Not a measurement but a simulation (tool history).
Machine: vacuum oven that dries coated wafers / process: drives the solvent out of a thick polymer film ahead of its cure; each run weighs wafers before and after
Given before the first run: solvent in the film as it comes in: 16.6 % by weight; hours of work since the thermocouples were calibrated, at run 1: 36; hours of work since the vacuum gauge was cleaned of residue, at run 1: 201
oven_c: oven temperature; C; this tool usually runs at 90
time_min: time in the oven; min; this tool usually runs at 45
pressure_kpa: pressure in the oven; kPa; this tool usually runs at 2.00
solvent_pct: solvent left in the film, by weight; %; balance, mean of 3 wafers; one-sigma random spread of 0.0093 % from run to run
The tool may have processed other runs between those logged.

run,hour,oven_c,time_min,pressure_kpa,hours of work since the thermocouples were calibrated,hours of work since the vacuum gauge was cleaned of residue,solvent_pct
1,0.0,90,45,2.00,36,201,1.056
2,15.1,90,45,2.36,48,213,1.147
3,26.2,90,45,2.36,57,221,1.130
4,33.7,90,39,2.00,63,227,1.322
5,45.5,90,45,2.00,72,237,1.046
6,60.2,90,45,2.00,83,248,1.034

Run 7, settings as shown, results not yet in. Your forecast:
7,69.3,90,45,2.00,91,255,?

solvent_pct: 1.052 %
If the tool had no hidden condition, the same run with the same run-to-run variation would have returned solvent_pct 1.093 %.
